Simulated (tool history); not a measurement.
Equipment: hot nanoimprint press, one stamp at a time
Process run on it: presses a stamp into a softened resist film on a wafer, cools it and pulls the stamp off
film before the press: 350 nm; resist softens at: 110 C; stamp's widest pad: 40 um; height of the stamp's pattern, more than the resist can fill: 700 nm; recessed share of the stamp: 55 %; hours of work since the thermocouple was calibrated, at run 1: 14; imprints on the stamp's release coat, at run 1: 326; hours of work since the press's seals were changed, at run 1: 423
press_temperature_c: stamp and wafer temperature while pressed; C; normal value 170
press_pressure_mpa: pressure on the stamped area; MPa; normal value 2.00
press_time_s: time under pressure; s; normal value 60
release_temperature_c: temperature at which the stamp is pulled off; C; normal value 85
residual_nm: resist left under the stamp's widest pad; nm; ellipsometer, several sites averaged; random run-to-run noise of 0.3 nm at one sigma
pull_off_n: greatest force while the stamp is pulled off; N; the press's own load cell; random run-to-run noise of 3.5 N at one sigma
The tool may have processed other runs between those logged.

run,hour,press_temperature_c,press_pressure_mpa,press_time_s,release_temperature_c,hours of work since the thermocouple was calibrated,imprints on the stamp's release coat,hours of work since the press's seals were changed,residual_nm,pull_off_n
1,0.0,170,2.00,60,85,14,326,423,152.4,203
2,32.8,170,2.66,60,85,28,412,438,131.5,215
3,50.6,170,2.00,60,90,36,458,446,152.6,192
4,77.3,170,2.00,60,80,48,528,458,151.6,240
5,94.4,170,2.00,60,80,56,572,466,151.8,251
6,116.6,170,2.00,60,85,66,630,476,151.9,224
7,133.2,170,2.00,60,85,73,673,483,152.1,227
8,168.7,170,1.82,60,85,89,766,499,159.0,229
9,195.9,170,1.82,60,85,102,837,512,159.0,228
10,219.8,170,1.82,60,85,112,899,522,159.2,234

Predict the results of run 11:
11,236.9,170,2.29,60,85,120,943,530,?,?

residual_nm: 141.9 nm
pull_off_n: 235 N
Without the tool's hidden state the same run would have given residual_nm 140.5 nm, pull_off_n 189 N.

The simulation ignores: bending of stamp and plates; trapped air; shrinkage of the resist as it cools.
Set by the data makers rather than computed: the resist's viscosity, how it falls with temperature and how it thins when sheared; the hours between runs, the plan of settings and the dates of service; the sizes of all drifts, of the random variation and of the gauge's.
